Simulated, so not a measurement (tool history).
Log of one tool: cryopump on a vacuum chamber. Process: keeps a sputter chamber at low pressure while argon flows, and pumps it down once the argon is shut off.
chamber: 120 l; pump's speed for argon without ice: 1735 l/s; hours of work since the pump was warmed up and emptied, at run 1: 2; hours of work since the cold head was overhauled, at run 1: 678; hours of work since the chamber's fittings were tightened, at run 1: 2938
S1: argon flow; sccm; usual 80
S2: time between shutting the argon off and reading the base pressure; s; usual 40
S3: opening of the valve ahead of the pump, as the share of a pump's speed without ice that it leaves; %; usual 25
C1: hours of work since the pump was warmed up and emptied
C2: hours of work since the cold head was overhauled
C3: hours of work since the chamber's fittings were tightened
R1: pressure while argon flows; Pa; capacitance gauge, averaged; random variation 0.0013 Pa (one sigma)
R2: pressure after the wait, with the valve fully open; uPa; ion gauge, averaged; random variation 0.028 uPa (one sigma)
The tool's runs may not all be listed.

run 1 hour=0.0 | S1=80 S2=40 S3=25 | C1=2 C2=678 C3=2938 | R1=0.3112 R2=2.67
run 2 hour=17.1 | S1=80 S2=40 S3=25 | C1=14 C2=690 C3=2950 | R1=0.3125 R2=2.62
run 3 hour=41.7 | S1=148 S2=40 S3=25 | C1=32 C2=708 C3=2967 | R1=0.5824 R2=2.69
run 4 hour=69.0 | S1=80 S2=163 S3=25 | C1=52 C2=728 C3=2987 | R1=0.3146 R2=1.82
run 5 hour=101.3 | S1=80 S2=163 S3=25 | C1=75 C2=751 C3=3010 | R1=0.3147 R2=1.83
run 6 hour=120.1 | S1=80 S2=163 S3=25 | C1=88 C2=764 C3=3024 | R1=0.3153 R2=1.86
run 7 hour=135.1 | S1=38 S2=40 S3=58 | C1=99 C2=775 C3=3034 | R1=0.0654 R2=2.69
run 8 hour=161.2 | S1=102 S2=40 S3=58 | C1=118 C2=794 C3=3053 | R1=0.1746 R2=2.71

Forecast run 9:
run 9 hour=180.4 | S1=102 S2=40 S3=58 | C1=131 C2=807 C3=3067 | R1=? R2=?

R1: 0.1763 Pa
R2: 2.72 uPa
Without the tool's hidden state the same run would have given R1 0.1706 Pa, R2 1.31 uPa.
